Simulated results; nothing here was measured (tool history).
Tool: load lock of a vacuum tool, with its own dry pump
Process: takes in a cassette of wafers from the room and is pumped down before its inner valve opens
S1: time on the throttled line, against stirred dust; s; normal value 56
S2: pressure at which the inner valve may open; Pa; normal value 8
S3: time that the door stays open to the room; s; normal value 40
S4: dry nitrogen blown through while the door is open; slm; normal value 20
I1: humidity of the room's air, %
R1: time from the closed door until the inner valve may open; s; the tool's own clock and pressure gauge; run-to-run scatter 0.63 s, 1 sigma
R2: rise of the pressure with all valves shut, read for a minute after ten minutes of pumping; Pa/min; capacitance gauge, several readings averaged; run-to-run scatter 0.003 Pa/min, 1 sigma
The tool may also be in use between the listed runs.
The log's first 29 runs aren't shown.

run	hour	S1	S2	S3	S4	I1	R1	R2
30	1934.6	53	10	40	20	44.2	91.4	0.249
31	2008.9	53	10	40	20	45.1	91.1	0.247
32	2056.3	37	10	215	20	43.5	77.7	0.290
33	2141.7	106	13	227	20	47.8	135.8	0.304
34	2217.6	106	13	227	20	47.7	133.8	0.310
35	2280.5	95	6	39	25	44.2	130.1	0.272
36	2364.5	95	6	39	25	45.0	129.0	0.279
37	2452.3	95	6	39	25	45.8	129.8	0.278
38	2525.1	33	8	37	20	44.7	75.5	0.278

Consider 3 possible next runs. They are alternatives, not a sequence: every one starts from the tool as it was left by run 38. What does each give?
A	2615.3	84	8	40	20	46.7	?	?
B	2615.3	56	8	48	9	44.9	?	?
C	2615.3	33	8	230	9	39.4	?	?

run	R1	R2
A	118.4	0.290
B	95.0	0.306
C	76.5	0.340
What these runs would have given with no unlogged condition in the tool:
run	R1	R2
A	115.0	0.037
B	91.1	0.054
C	72.2	0.089

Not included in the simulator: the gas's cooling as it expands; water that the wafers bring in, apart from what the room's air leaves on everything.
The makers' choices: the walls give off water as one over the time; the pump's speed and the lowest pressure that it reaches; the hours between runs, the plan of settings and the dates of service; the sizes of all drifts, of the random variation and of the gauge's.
